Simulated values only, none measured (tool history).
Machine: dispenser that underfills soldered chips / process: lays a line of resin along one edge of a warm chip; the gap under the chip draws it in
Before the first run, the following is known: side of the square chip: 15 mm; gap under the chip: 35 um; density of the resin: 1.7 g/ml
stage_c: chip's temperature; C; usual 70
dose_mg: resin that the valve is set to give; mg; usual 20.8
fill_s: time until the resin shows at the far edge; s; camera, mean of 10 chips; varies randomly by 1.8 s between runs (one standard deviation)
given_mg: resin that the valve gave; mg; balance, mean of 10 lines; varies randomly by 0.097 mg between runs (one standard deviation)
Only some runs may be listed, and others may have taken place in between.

run	hour	stage_c	dose_mg	fill_s	given_mg
1	0	70	20.8	189.2	20.12
2	7.7	70	20.8	230.8	19.95
# hour 8.8: new syringe of resin
3	12.8	70	20.8	200.1	19.96
4	16.4	70	20.8	217.3	20.05
# hour 20.3: new syringe of resin
5	23.7	70	20.8	200.6	19.99
6	27	70	20.8	215.2	19.78
# hour 32: new syringe of resin
7	33	70	20.8	188.1	19.67
8	38.3	70	20.8	205.4	19.75
# hour 43.4: new syringe of resin
9	44.2	70	20.8	186.7	19.88
# hour 47.7: dispensing valve cleaned and set on the balance
10	50	70	20.8	208.5	20.7
# hour 56: new syringe of resin
11	58.2	70	20.8	193.6	20.46
12	65.1	70	20.8	225.7	20.71
# hour 67.7: new syringe of resin
13	69.7	70	20.8	188.5	20.63
14	75.5	56	19.2	381.8	18.95
# hour 79.6: new syringe of resin
15	80.7	56	19.2	327.9	18.84
16	86.2	64	21	266.9	20.53
# hour 91.4: new syringe of resin
17	91.7	64	21	231	20.48
18	95.1	81	26.4	129.7	25.77
19	101.8	81	26.4	155.6	25.64
# hour 102.8: new syringe of resin
20	108.2	74	19.5	181.4	18.86
21	112.9	74	19.5	198.4	18.71
# hour 114.2: new syringe of resin
22	119.6	70	19.9	201.8	19.09
23	124.6	78	20.8	171.6	19.9

Pick out some run-to-run changes in fill_s. Of each, how much would a tool without hidden state show as well, from the settings, what came in and chance, and how much is left for the hidden state and any gauge scatter not in both results compared?
Unlogged tool condition in this case: resin's viscosity, % of fresh resin's; dose that the valve gives, % of what is set; true chip temperature over the reading, C; drift of the gauge itself on fill_s, %; drift of the gauge itself on given_mg, %.
Run 13 -> 14: stage_c 70 -> 56, dose_mg 20.8 -> 19.2. fill_s +193.3 s: hidden state +56.7, all else +136.6.
Run 14 -> 15: new syringe of resin. fill_s -53.9 s: hidden state -54.6, all else +0.7.
Run 17 -> 18: stage_c 64 -> 81, dose_mg 21 -> 26.4. fill_s -101.3 s: hidden state +8.2, all else -109.5.

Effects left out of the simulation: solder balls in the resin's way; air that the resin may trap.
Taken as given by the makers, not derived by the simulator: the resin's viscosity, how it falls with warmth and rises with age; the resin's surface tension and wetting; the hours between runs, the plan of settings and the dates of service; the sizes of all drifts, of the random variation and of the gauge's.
